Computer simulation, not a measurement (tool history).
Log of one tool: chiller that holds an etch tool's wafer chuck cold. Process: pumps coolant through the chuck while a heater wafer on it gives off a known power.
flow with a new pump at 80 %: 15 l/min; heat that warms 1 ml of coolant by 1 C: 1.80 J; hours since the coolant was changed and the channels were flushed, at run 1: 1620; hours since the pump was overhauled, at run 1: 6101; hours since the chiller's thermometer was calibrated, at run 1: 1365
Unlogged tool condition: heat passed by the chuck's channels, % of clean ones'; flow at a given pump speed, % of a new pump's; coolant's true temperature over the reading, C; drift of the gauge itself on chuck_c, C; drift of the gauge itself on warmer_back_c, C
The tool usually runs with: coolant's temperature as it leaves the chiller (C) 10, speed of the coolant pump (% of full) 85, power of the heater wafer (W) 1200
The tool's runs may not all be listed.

run	hour	coolant's temperature as it leaves the chiller (C)	speed of the coolant pump (% of full)	power of the heater wafer (W)	hours since the coolant was changed and the channels were flushed	hours since the pump was overhauled	hours since the chiller's thermometer was calibrated	chuck's temperature once it has settled (C)	how much warmer the coolant comes back (C)
1	0.0	10	85	1200	1620	6101	1365	22.83	2.70
2	180.4	10	85	1200	1801	6282	1545	22.89	2.71
3	297.3	10	85	1200	1918	6399	1662	22.99	2.74
4	414.5	10	85	1200	2035	6516	1779	22.89	2.74
5	613.5	10	85	1200	2234	6715	1978	23.17	2.75
6	740.5	10	85	1200	2361	6842	2105	23.24	2.77
7	882.2	10	85	1200	2503	6984	2247	23.23	2.77
8	1047.9	10	90	1200	2668	7149	2412	22.64	2.60
# hour 1164.1: chiller's thermometer calibrated
9	1214.5	10	90	1200	2834	7315	50	22.49	2.62
10	1335.9	10	85	1200	2955	7436	172	22.95	2.81
11	1466.2	10	85	1200	3086	7567	302	23.04	2.75
12	1660.7	10	80	1200	3280	7761	497	23.53	2.97
13	1858.3	10	85	1215	3478	7959	694	23.30	2.79
14	1999.5	10	85	1215	3619	8100	835	23.35	2.83
15	2199.2	10	85	1200	3819	8299	1035	23.21	2.80
16	2339.5	10	85	1200	3959	8440	1175	23.33	2.77
17	2461.3	10	85	1200	4081	8562	1297	23.32	2.84
18	2616.6	10	96	983	4236	8717	1452	20.25	2.07
19	2761.1	15	96	1345	4380	8861	1597	29.14	2.80
20	2873.1	15	96	1345	4492	8973	1709	29.07	2.83
21	3035.7	15	96	1345	4655	9136	1872	28.93	2.80
22	3154.2	15	96	1345	4774	9255	1990	29.19	2.79
# hour 3172.0: coolant pump overhauled
23	3251.3	15	96	1345	4866	79	2082	29.49	2.94
24	3398.6	2	85	846	5013	227	2229	11.90	2.13
25	3599.2	15	71	671	5214	427	2430	23.76	2.03
# hour 3694.1: chiller's thermometer calibrated
26	3705.1	12	80	1163	5318	532	11	26.09	3.04
27	3819.9	12	80	1163	5433	647	126	26.26	3.11
28	3941.1	12	80	1163	5554	768	247	26.13	3.10
# hour 4025.6: coolant pump overhauled, once more
29	4066.9	17	76	1200	5675	41	368	30.58	2.83
30	4255.2	17	76	1200	5864	230	556	30.67	2.84
# hour 4311.4: coolant changed, channels flushed
31	4377.4	17	85	604	66	346	672	23.26	1.25

Take each entry between the runs: how does the hidden state at the last listed run before it differ from the hidden state at the first listed run after it?
Runs 8 to 9: chiller's thermometer calibrated (hour 1164.1)
  heat passed by the chuck's channels, % of clean ones': 96 -> 95.8; flow at a given pump speed, % of a new pump's: 91.2 -> 91; coolant's true temperature over the reading, C: 0.16 -> -0.05
  measured minus no-state result, chuck's temperature once it has settled (C): +1.28 -> +1.11; how much warmer the coolant comes back (C): +0.23 -> +0.24
Runs 22 to 23: coolant pump overhauled (hour 3172.0)
  heat passed by the chuck's channels, % of clean ones': 93.5 -> 93.4; flow at a given pump speed, % of a new pump's: 88.8 -> 84.7
  measured minus no-state result, chuck's temperature once it has settled (C): +1.80 -> +2.23; how much warmer the coolant comes back (C): +0.32 -> +0.45
Runs 25 to 26: chiller's thermometer calibrated (hour 3694.1)
  heat passed by the chuck's channels, % of clean ones': 93 -> 92.9; flow at a given pump speed, % of a new pump's: 84.3 -> 84.2; coolant's true temperature over the reading, C: 0.07 -> 0.04
  measured minus no-state result, chuck's temperature once it has settled (C): +1.44 -> +2.27; how much warmer the coolant comes back (C): +0.31 -> +0.48
Runs 28 to 29: coolant pump overhauled, once more (hour 4025.6)
  heat passed by the chuck's channels, % of clean ones': 92.6 -> 92.5; flow at a given pump speed, % of a new pump's: 83.9 -> 100.3; coolant's true temperature over the reading, C: 0.05 -> 0.06
  measured minus no-state result, chuck's temperature once it has settled (C): +2.35 -> +0.94; how much warmer the coolant comes back (C): +0.50 -> -0.01
Runs 30 to 31: coolant changed, channels flushed (hour 4311.4)
  heat passed by the chuck's channels, % of clean ones': 92.3 -> 99.1; flow at a given pump speed, % of a new pump's: 100.1 -> 100
  measured minus no-state result, chuck's temperature once it has settled (C): +1.00 -> +0.13; how much warmer the coolant comes back (C): +0.00 -> +0.00
